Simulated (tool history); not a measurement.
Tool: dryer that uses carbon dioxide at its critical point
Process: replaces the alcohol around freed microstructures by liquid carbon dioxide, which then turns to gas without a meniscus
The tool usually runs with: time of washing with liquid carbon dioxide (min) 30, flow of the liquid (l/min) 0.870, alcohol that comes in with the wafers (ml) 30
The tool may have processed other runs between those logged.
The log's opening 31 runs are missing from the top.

run    hour  time of washing with liquid carbon dioxide (min)  flow of the liquid (l/min)  alcohol that comes in with the wafers (ml)  hours of work since the filter was changed  hours of work since the purifier's bed was changed  alcohol left in the vessel before it's heated (ppm by volume)
 32   907.4                                                29                       0.773                                          95                                         427                                                 632                                                            558
 33   947.1                                                29                       0.773                                          95                                         454                                                 659                                                            575
 34   975.1                                                29                       0.773                                          95                                         474                                                 679                                                            587
 35  1000.6                                                30                       0.937                                          62                                         492                                                 696                                                            181
 36  1043.1                                                30                       0.587                                          62                                         521                                                 726                                                            866
     1061.3  -- inlet filter changed
 37  1064.4                                                42                       1.142                                          94                                           2                                                 740                                                             67
 38  1089.5                                                41                       0.603                                          94                                          20                                                 757                                                            336
 39  1111.3                                                37                       0.791                                          30                                          35                                                 773                                                            106
 40  1152.9                                                29                       0.590                                          77                                          64                                                 802                                                            952
 41  1176.5                                                18                       1.053                                          99                                          80                                                 818                                                            858
 42  1196.4                                                29                       1.338                                          99                                          94                                                 832                                                             94
 43  1233.6                                                29                       1.338                                          99                                         120                                                 858                                                             96
 44  1252.0                                                29                       1.338                                          99                                         133                                                 870                                                            102
 45  1279.3                                                20                       0.728                                          53                                         151                                                 889                                                           1075
 46  1301.9                                                19                       0.870                                          45                                         167                                                 905                                                            663

Consider 3 possible next runs. They are alternatives, not a sequence: every one starts from the tool as it was left by run 46. What does each give?
  A  1343.4                                                19                       0.870                                          41                                         196                                                 934                                                              ?
  B  1343.4                                                22                       0.928                                          46                                         196                                                 934                                                              ?
  C  1343.4                                                30                       0.959                                          30                                         196                                                 934                                                              ?

run  alcohol left in the vessel before it's heated (ppm by volume)
  A                                                            616
  B                                                            387
  C                                                            128
With no hidden state in the tool, these same runs would have given:
run  alcohol left in the vessel before it's heated (ppm by volume)
  A                                                            490
  B                                                            276
  C                                                             44
